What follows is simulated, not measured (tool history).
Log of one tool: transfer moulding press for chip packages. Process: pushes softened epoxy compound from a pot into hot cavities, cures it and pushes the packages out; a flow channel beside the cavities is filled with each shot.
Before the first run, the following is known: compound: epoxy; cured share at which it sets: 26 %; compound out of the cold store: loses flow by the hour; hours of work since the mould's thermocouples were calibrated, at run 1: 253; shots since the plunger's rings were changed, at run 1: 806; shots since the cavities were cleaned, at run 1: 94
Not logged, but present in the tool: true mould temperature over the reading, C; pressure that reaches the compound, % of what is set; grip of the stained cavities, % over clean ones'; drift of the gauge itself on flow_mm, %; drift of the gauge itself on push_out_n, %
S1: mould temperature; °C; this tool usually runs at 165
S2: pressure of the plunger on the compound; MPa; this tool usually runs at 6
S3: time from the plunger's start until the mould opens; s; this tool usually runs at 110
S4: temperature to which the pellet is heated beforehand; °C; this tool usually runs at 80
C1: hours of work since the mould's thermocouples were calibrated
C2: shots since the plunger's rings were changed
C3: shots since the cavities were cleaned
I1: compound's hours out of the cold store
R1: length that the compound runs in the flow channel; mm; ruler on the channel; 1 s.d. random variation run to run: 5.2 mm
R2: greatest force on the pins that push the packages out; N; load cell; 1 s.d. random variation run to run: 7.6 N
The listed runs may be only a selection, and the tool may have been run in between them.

| run | hour | S1 | S2 | S3 | S4 | C1 | C2 | C3 | I1 | R1 | R2 |
|---|---|---|---|---|---|---|---|---|---|---|---|
| 1 | 0 | 165 | 6 | 110 | 80 | 253 | 806 | 94 | 11.8 | 921 | 350 |
| 2 | 29.3 | 165 | 6 | 110 | 80 | 275 | 1141 | 429 | 35.6 | 838 | 437 |
| 3 | 68.5 | 165 | 6 | 110 | 80 | 304 | 1590 | 878 | 41.1 | 824 | 481 |
|  | 78.9 | cavities cleaned with cleaning compound and waxed |
| 4 | 113 | 165 | 6 | 146 | 80 | 336 | 2082 | 391 | 20.4 | 879 | 481 |
| 5 | 153.5 | 165 | 6 | 146 | 80 | 366 | 2546 | 855 | 8 | 926 | 460 |
|  | 164.7 | cavities cleaned with cleaning compound and waxed |
| 6 | 201.2 | 165 | 6 | 110 | 88 | 401 | 3074 | 418 | 21.6 | 854 | 435 |
|  | 230.6 | cavities cleaned with cleaning compound and waxed, once more |
|  | 240.3 | plunger's sealing rings changed |
| 7 | 242.5 | 165 | 6 | 110 | 88 | 428 | 26 | 109 | 42.1 | 817 | 353 |
| 8 | 286.2 | 165 | 6 | 110 | 80 | 461 | 525 | 608 | 16 | 896 | 472 |
|  | 320.7 | cavities cleaned with cleaning compound and waxed |
| 9 | 333 | 165 | 4.9 | 110 | 80 | 495 | 1043 | 140 | 37.7 | 749 | 372 |
| 10 | 380.1 | 165 | 4.9 | 110 | 80 | 530 | 1583 | 680 | 24.3 | 778 | 475 |
|  | 408.5 | cavities cleaned with cleaning compound and waxed |
| 11 | 439.6 | 165 | 6 | 91 | 81 | 573 | 2247 | 357 | 17 | 876 | 532 |
|  | 460.7 | mould's thermocouples calibrated |
| 12 | 472.4 | 165 | 6 | 91 | 81 | 9 | 2599 | 709 | 38.5 | 809 | 633 |
|  | 497.1 | cavities cleaned with cleaning compound and waxed |
| 13 | 513.6 | 165 | 4.93 | 93 | 80 | 38 | 3054 | 190 | 41.7 | 719 | 491 |
| 14 | 541.1 | 165 | 4.93 | 93 | 80 | 59 | 3368 | 504 | 12.6 | 809 | 577 |
|  | 552.1 | plunger's sealing rings changed |
|  | 585.2 | cavities cleaned with cleaning compound and waxed |
| 15 | 594.1 | 171 | 4.71 | 93 | 74 | 95 | 464 | 102 | 10.9 | 799 | 363 |
| 16 | 647 | 171 | 4.71 | 93 | 74 | 135 | 1069 | 707 | 17.4 | 769 | 455 |
|  | 671.4 | cavities cleaned with cleaning compound and waxed |
| 17 | 686.8 | 165 | 6 | 110 | 84 | 163 | 1508 | 177 | 15.5 | 897 | 387 |
| 18 | 716.1 | 171 | 4.65 | 90 | 84 | 185 | 1843 | 512 | 20.1 | 747 | 441 |
| 19 | 751.7 | 167 | 4.65 | 90 | 84 | 211 | 2250 | 919 | 26.5 | 739 | 583 |

Consider 4 possible next runs. They are alternatives, not a sequence: every one starts from the tool as it was left by run 19. What does each give?
|  | 756.6 | cavities cleaned with cleaning compound and waxed |
| A | 802.9 | 160 | 6 | 110 | 80 | 248 | 2819 | 529 | 20.1 | ? | ? |
|  | 756.6 | cavities cleaned with cleaning compound and waxed |
| B | 802.9 | 165 | 4.68 | 110 | 80 | 248 | 2819 | 529 | 45.1 | ? | ? |
|  | 756.6 | cavities cleaned with cleaning compound and waxed |
| C | 802.9 | 164 | 5.25 | 116 | 80 | 248 | 2819 | 529 | 47.2 | ? | ? |
|  | 756.6 | cavities cleaned with cleaning compound and waxed |
| D | 802.9 | 167 | 6.89 | 90 | 71 | 248 | 2819 | 529 | 29.7 | ? | ? |

| run | R1 | R2 |
|---|---|---|
| A | 881 | 610 |
| B | 702 | 459 |
| C | 737 | 447 |
| D | 894 | 515 |
Stripped of hidden state, with their random variation kept, the same runs would have yielded:
| run | R1 | R2 |
|---|---|---|
| A | 920 | 443 |
| B | 733 | 326 |
| C | 769 | 317 |
| D | 933 | 372 |

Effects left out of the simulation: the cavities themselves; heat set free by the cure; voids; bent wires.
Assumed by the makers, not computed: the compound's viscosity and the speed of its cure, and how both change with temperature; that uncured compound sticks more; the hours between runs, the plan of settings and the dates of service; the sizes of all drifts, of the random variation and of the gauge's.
